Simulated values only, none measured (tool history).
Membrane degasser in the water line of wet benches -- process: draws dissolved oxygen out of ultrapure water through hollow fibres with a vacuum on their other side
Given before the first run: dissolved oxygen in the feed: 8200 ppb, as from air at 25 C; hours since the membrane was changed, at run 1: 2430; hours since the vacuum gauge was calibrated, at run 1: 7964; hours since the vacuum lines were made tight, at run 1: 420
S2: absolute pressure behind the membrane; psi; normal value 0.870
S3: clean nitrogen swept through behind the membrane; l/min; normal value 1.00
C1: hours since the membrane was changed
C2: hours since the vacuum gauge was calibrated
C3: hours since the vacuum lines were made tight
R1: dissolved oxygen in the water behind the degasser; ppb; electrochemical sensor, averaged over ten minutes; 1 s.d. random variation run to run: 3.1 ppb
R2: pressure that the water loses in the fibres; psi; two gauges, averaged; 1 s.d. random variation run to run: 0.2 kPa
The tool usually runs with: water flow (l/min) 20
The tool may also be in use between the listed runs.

{"run": 1, "hour": 0.0, "water flow (l/min)": 20, "S2": 0.87, "S3": 1.0, "C1": 2430, "C2": 7964, "C3": 420, "R1": 334.0, "R2": 6.704}
{"run": 2, "hour": 133.1, "water flow (l/min)": 20, "S2": 0.87, "S3": 1.0, "C1": 2563, "C2": 8097, "C3": 553, "R1": 332.8, "R2": 6.582}
{"hour": 198.7, "done": "vacuum gauge calibrated"}
{"run": 3, "hour": 254.7, "water flow (l/min)": 20, "S2": 0.87, "S3": 1.0, "C1": 2684, "C2": 56, "C3": 674, "R1": 347.1, "R2": 6.695}
{"run": 4, "hour": 384.2, "water flow (l/min)": 20, "S2": 0.87, "S3": 1.0, "C1": 2814, "C2": 186, "C3": 803, "R1": 341.8, "R2": 6.654}
{"run": 5, "hour": 448.8, "water flow (l/min)": 20, "S2": 0.904, "S3": 1.0, "C1": 2878, "C2": 250, "C3": 868, "R1": 350.2, "R2": 6.692}
{"run": 6, "hour": 532.9, "water flow (l/min)": 20, "S2": 0.904, "S3": 1.0, "C1": 2963, "C2": 334, "C3": 952, "R1": 348.0, "R2": 6.65}
{"run": 7, "hour": 605.4, "water flow (l/min)": 20, "S2": 0.904, "S3": 1.0, "C1": 3035, "C2": 407, "C3": 1025, "R1": 350.7, "R2": 6.666}
{"hour": 619.7, "done": "vacuum gauge calibrated, once more"}
{"run": 8, "hour": 700.3, "water flow (l/min)": 20, "S2": 0.904, "S3": 1.0, "C1": 3129, "C2": 81, "C3": 1119, "R1": 339.3, "R2": 6.693}
{"run": 9, "hour": 777.6, "water flow (l/min)": 20, "S2": 0.87, "S3": 1.0, "C1": 3207, "C2": 158, "C3": 1196, "R1": 325.4, "R2": 6.669}
{"run": 10, "hour": 838.5, "water flow (l/min)": 20, "S2": 0.87, "S3": 1.0, "C1": 3268, "C2": 219, "C3": 1257, "R1": 331.0, "R2": 6.679}
{"run": 11, "hour": 908.7, "water flow (l/min)": 20, "S2": 0.87, "S3": 0.41, "C1": 3338, "C2": 289, "C3": 1327, "R1": 463.8, "R2": 6.667}
{"run": 12, "hour": 1038.2, "water flow (l/min)": 20, "S2": 1.926, "S3": 0.41, "C1": 3467, "C2": 419, "C3": 1457, "R1": 1042.6, "R2": 6.663}
{"run": 13, "hour": 1124.5, "water flow (l/min)": 20, "S2": 0.87, "S3": 1.0, "C1": 3554, "C2": 505, "C3": 1543, "R1": 330.1, "R2": 6.705}
{"run": 14, "hour": 1265.8, "water flow (l/min)": 20, "S2": 0.87, "S3": 1.0, "C1": 3695, "C2": 646, "C3": 1684, "R1": 330.8, "R2": 6.666}
{"run": 15, "hour": 1389.2, "water flow (l/min)": 20, "S2": 0.87, "S3": 1.0, "C1": 3818, "C2": 770, "C3": 1808, "R1": 333.3, "R2": 6.75}
{"run": 16, "hour": 1504.6, "water flow (l/min)": 20, "S2": 0.87, "S3": 1.0, "C1": 3934, "C2": 885, "C3": 1923, "R1": 335.5, "R2": 6.664}
{"run": 17, "hour": 1597.8, "water flow (l/min)": 20, "S2": 0.87, "S3": 1.0, "C1": 4027, "C2": 978, "C3": 2016, "R1": 330.3, "R2": 6.722}
{"run": 18, "hour": 1744.8, "water flow (l/min)": 20, "S2": 0.87, "S3": 0.48, "C1": 4174, "C2": 1125, "C3": 2163, "R1": 435.1, "R2": 6.766}
{"run": 19, "hour": 1891.4, "water flow (l/min)": 12, "S2": 1.885, "S3": 2.37, "C1": 4321, "C2": 1272, "C3": 2310, "R1": 218.2, "R2": 4.058}
{"run": 20, "hour": 1980.8, "water flow (l/min)": 18, "S2": 1.984, "S3": 1.78, "C1": 4410, "C2": 1361, "C3": 2399, "R1": 418.4, "R2": 6.021}
{"run": 21, "hour": 2112.6, "water flow (l/min)": 12, "S2": 1.984, "S3": 1.78, "C1": 4542, "C2": 1493, "C3": 2531, "R1": 265.7, "R2": 4.026}
{"run": 22, "hour": 2205.8, "water flow (l/min)": 12, "S2": 1.984, "S3": 2.67, "C1": 4635, "C2": 1586, "C3": 2624, "R1": 210.9, "R2": 4.026}
{"run": 23, "hour": 2317.0, "water flow (l/min)": 12, "S2": 1.984, "S3": 2.67, "C1": 4746, "C2": 1697, "C3": 2736, "R1": 213.5, "R2": 4.051}
{"run": 24, "hour": 2429.7, "water flow (l/min)": 12, "S2": 1.984, "S3": 2.67, "C1": 4859, "C2": 1810, "C3": 2848, "R1": 215.3, "R2": 4.029}
{"run": 25, "hour": 2546.7, "water flow (l/min)": 20, "S2": 0.87, "S3": 1.73, "C1": 4976, "C2": 1927, "C3": 2965, "R1": 289.7, "R2": 6.752}
{"run": 26, "hour": 2616.0, "water flow (l/min)": 30, "S2": 0.805, "S3": 1.15, "C1": 5045, "C2": 1996, "C3": 3035, "R1": 496.7, "R2": 10.19}
{"run": 27, "hour": 2734.6, "water flow (l/min)": 30, "S2": 1.405, "S3": 1.0, "C1": 5164, "C2": 2115, "C3": 3153, "R1": 747.3, "R2": 10.17}
{"run": 28, "hour": 2845.6, "water flow (l/min)": 30, "S2": 1.405, "S3": 1.0, "C1": 5275, "C2": 2226, "C3": 3264, "R1": 755.5, "R2": 10.163}
{"run": 29, "hour": 2979.3, "water flow (l/min)": 30, "S2": 1.405, "S3": 1.0, "C1": 5408, "C2": 2360, "C3": 3398, "R1": 746.4, "R2": 10.185}
{"run": 30, "hour": 3083.3, "water flow (l/min)": 30, "S2": 1.405, "S3": 1.0, "C1": 5512, "C2": 2464, "C3": 3502, "R1": 744.5, "R2": 10.144}
{"run": 31, "hour": 3195.7, "water flow (l/min)": 30, "S2": 1.405, "S3": 1.0, "C1": 5625, "C2": 2576, "C3": 3614, "R1": 736.2, "R2": 10.186}
{"run": 32, "hour": 3298.5, "water flow (l/min)": 30, "S2": 1.405, "S3": 1.0, "C1": 5728, "C2": 2679, "C3": 3717, "R1": 738.6, "R2": 10.195}

Predict each of these 3 candidate next runs independently; none follows another, all start after run 32:
{"run": "A", "hour": 3415.6, "water flow (l/min)": 13, "S2": 1.26, "S3": 1.57, "C1": 5845, "C2": 2796, "C3": 3834, "R1": "?", "R2": "?"}
{"run": "B", "hour": 3415.6, "water flow (l/min)": 20, "S2": 1.524, "S3": 0.67, "C1": 5845, "C2": 2796, "C3": 3834, "R1": "?", "R2": "?"}
{"run": "C", "hour": 3415.6, "water flow (l/min)": 21, "S2": 1.72, "S3": 1.32, "C1": 5845, "C2": 2796, "C3": 3834, "R1": "?", "R2": "?"}

run=A R1=227.6 R2=4.434
run=B R1=653.4 R2=6.798
run=C R1=525.3 R2=7.101
Without the tool's hidden state the same runs would have given:
run=A R1=203.6 R2=4.253
run=B R1=614.1 R2=6.521
run=C R1=487.1 R2=6.810
